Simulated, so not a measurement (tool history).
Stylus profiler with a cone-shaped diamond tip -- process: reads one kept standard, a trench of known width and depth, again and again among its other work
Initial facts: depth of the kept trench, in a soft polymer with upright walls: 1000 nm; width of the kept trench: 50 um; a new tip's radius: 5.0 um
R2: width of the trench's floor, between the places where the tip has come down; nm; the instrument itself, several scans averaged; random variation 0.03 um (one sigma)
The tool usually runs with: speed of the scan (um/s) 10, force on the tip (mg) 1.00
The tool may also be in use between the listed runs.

Run 1, hour 0.0: usual settings. Result: depth of the trench (Å) 10033.5, R2 43200 nm.
Run 2, hour 8.0: usual settings but force on the tip (mg) 0.91. Result: depth of the trench (Å) 10032.4, R2 43130 nm.
Run 3, hour 18.5: usual settings but force on the tip (mg) 0.91. Result: depth of the trench (Å) 10034.1, R2 43110 nm.
Run 4, hour 32.5: usual settings. Result: depth of the trench (Å) 10037.4, R2 43150 nm.
Run 5, hour 45.8: usual settings but speed of the scan (um/s) 5. Result: depth of the trench (Å) 10035.2, R2 43120 nm.
Run 6, hour 54.9: usual settings but speed of the scan (um/s) 5, force on the tip (mg) 0.34. Result: depth of the trench (Å) 10016.9, R2 43140 nm.
Run 7, hour 70.1: usual settings but speed of the scan (um/s) 3. Result: depth of the trench (Å) 10036.9, R2 43120 nm.
Run 8, hour 78.8: usual settings but speed of the scan (um/s) 3. Result: depth of the trench (Å) 10036.7, R2 43150 nm.
Run 9, hour 97.1: usual settings but speed of the scan (um/s) 3, force on the tip (mg) 0.84. Result: depth of the trench (Å) 10029.6, R2 43100 nm.
Run 10, hour 112.7: usual settings but speed of the scan (um/s) 3, force on the tip (mg) 0.84. Result: depth of the trench (Å) 10028.1, R2 43040 nm.
Run 11, hour 128.9: usual settings but speed of the scan (um/s) 3, force on the tip (mg) 0.84. Result: depth of the trench (Å) 10026.2, R2 43090 nm.
Run 12, hour 142.8: usual settings but speed of the scan (um/s) 3, force on the tip (mg) 0.84. Result: depth of the trench (Å) 10023.8, R2 43010 nm.
Run 13, hour 157.5: usual settings but speed of the scan (um/s) 22, force on the tip (mg) 0.84. Result: depth of the trench (Å) 10026.3, R2 42920 nm.
Run 14, hour 173.0: usual settings but speed of the scan (um/s) 2, force on the tip (mg) 1.11. Result: depth of the trench (Å) 10039.3, R2 43010 nm.
Run 15, hour 182.9: usual settings but speed of the scan (um/s) 5, force on the tip (mg) 1.31. Result: depth of the trench (Å) 10039.6, R2 42980 nm.
Run 16, hour 190.7: usual settings but speed of the scan (um/s) 26, force on the tip (mg) 1.50. Result: depth of the trench (Å) 10047.6, R2 42920 nm.
Run 17, hour 204.0: usual settings but speed of the scan (um/s) 26, force on the tip (mg) 0.40. Result: depth of the trench (Å) 10015.3, R2 42800 nm.
Run 18, hour 219.7: usual settings but speed of the scan (um/s) 26, force on the tip (mg) 0.40. Result: depth of the trench (Å) 10015.1, R2 42750 nm.
Run 19, hour 236.1: usual settings but speed of the scan (um/s) 26, force on the tip (mg) 0.40. Result: depth of the trench (Å) 10016.5, R2 42710 nm.
Run 20, hour 246.1: usual settings but speed of the scan (um/s) 5, force on the tip (mg) 0.67. Result: depth of the trench (Å) 10024.4, R2 42890 nm.
Run 21, hour 258.5: usual settings but speed of the scan (um/s) 5, force on the tip (mg) 0.67. Result: depth of the trench (Å) 10021.9, R2 42890 nm.
Run 22, hour 271.4: usual settings but speed of the scan (um/s) 8, force on the tip (mg) 1.97. Result: depth of the trench (Å) 10051.9, R2 42860 nm.
Run 23, hour 285.2: usual settings but speed of the scan (um/s) 39, force on the tip (mg) 2.47. Result: depth of the trench (Å) 10063.8, R2 42810 nm.
Run 24, hour 300.7: usual settings but speed of the scan (um/s) 33, force on the tip (mg) 0.36. Result: depth of the trench (Å) 10014.7, R2 42530 nm.
Run 25, hour 317.2: usual settings but speed of the scan (um/s) 14, force on the tip (mg) 0.36. Result: depth of the trench (Å) 10009.4, R2 42760 nm.
Run 26, hour 326.8: usual settings but speed of the scan (um/s) 2, force on the tip (mg) 0.59. Result: depth of the trench (Å) 10016.8, R2 42810 nm.

What if the next run were any one of these 3? Each begins from the tool's condition after run 26:
Run A, hour 336.9: usual settings but speed of the scan (um/s) 36, force on the tip (mg) 2.72. Result: depth of the trench (Å) ?, R2 ?.
Run B, hour 336.9: usual settings but speed of the scan (um/s) 23, force on the tip (mg) 1.65. Result: depth of the trench (Å) ?, R2 ?.
Run C, hour 336.9: usual settings but speed of the scan (um/s) 2, force on the tip (mg) 0.64. Result: depth of the trench (Å) ?, R2 ?.

run  depth of the trench (Å)     R2
  A                  10069.2  42720
  B                  10047.0  42780
  C                  10018.7  42840
Take away the tool's hidden state, keep each run's random variation, and the runs would have read:
run  depth of the trench (Å)     R2
  A                  10075.9  43870
  B                  10053.7  43930
  C                  10025.4  43990
